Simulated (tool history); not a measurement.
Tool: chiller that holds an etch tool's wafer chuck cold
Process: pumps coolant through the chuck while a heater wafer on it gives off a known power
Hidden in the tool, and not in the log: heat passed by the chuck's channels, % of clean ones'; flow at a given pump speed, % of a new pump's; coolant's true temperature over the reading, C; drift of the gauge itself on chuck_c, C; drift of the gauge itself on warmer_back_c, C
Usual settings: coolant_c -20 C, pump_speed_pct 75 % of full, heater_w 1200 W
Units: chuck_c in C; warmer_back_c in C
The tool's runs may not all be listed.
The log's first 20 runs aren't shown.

run,hour,coolant_c,pump_speed_pct,heater_w,hours since the coolant was changed and the channels were flushed,hours since the pump was overhauled,hours since the chiller's thermometer was calibrated,chuck_c,warmer_back_c
21,561.6,-27,81,810,5572,2199,2427,-18.6,2.92
22,581.8,-27,78,918,5592,2220,2447,-17.0,3.44
23,608.8,-20,75,1040,5619,2247,2474,-8.4,4.03
24,634.5,-20,75,1040,5645,2272,2500,-8.5,4.09
25,653.2,-20,75,1040,5663,2291,2519,-8.4,4.03
26,695.4,-21,97,1214,5706,2333,2561,-10.3,3.57
27,730.1,-12,75,614,5740,2368,2595,-5.2,2.44
28,748.2,-12,75,614,5758,2386,2614,-4.9,2.39
29,771.8,-12,60,614,5782,2410,2637,-3.5,3.06
30,796.7,-20,61,1154,5807,2435,2662,-4.5,5.65
31,820.4,-20,61,1154,5831,2458,2686,-4.4,5.64
32,839.3,-20,61,1154,5849,2477,2705,-4.5,5.66
33,869.4,-24,87,656,5880,2507,2735,-17.4,2.12

3 ways to go on from here, each from the tool as it stands after run 33. What would each give?
A,905.2,-20,83,1200,5915,2543,2771,?,?
B,905.2,-13,89,641,5915,2543,2771,?,?
C,905.2,-24,87,1418,5915,2543,2771,?,?

run,chuck_c,warmer_back_c
A,-7.7,4.22
B,-6.9,2.11
C,-10.0,4.75
Without the tool's hidden state the same runs would have given:
run,chuck_c,warmer_back_c
A,-9.1,4.11
B,-7.7,2.06
C,-11.5,4.63
